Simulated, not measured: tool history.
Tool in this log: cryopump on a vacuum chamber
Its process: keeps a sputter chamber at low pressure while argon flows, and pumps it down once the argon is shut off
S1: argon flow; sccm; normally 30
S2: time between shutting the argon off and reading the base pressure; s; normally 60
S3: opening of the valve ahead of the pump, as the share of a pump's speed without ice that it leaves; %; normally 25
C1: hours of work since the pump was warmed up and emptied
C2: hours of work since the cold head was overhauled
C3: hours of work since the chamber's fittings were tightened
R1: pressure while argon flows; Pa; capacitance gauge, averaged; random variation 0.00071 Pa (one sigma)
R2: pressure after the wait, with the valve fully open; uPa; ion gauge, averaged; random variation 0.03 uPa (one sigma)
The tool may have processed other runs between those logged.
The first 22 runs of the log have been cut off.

run	hour	S1	S2	S3	C1	C2	C3	R1	R2
23	543.9	30	134	22	130	547	1320	0.1456	1.18
24	566.9	30	134	22	146	563	1335	0.1465	1.21
25	592.7	30	60	34	164	580	1353	0.095	1.94
26	624.5	30	38	29	186	602	1375	0.1117	2.77
27	639	36	34	33	196	612	1385	0.1193	3.06
28	665.1	30	43	36	214	630	1403	0.0905	2.52
29	692.6	30	60	30	233	649	1422	0.1093	2
30	724.1	34	249	30	254	671	1444	0.125	1.01
31	751.3	34	249	30	273	690	1462	0.1238	1.02
32	770.1	17	228	51	286	702	1475	0.0374	1.02
33	786.1	17	228	51	297	713	1486	0.0375	1
34	813.5	17	228	51	316	732	1505	0.0372	1.05
35	842.7	47	60	15	336	752	1525	0.3361	2.07

Branching from run 35: 3 alternative next runs. What would each branch give?
A	876.8	16	175	15	360	776	1549	?	?
B	876.8	28	60	15	360	776	1549	?	?
C	876.8	47	193	22	360	776	1549	?	?

run	R1	R2
A	0.1163	1.23
B	0.2017	2.08
C	0.2344	1.19
What these runs would have given with no unlogged condition in the tool:
run	R1	R2
A	0.1133	0.68
B	0.1966	1.53
C	0.2258	0.63

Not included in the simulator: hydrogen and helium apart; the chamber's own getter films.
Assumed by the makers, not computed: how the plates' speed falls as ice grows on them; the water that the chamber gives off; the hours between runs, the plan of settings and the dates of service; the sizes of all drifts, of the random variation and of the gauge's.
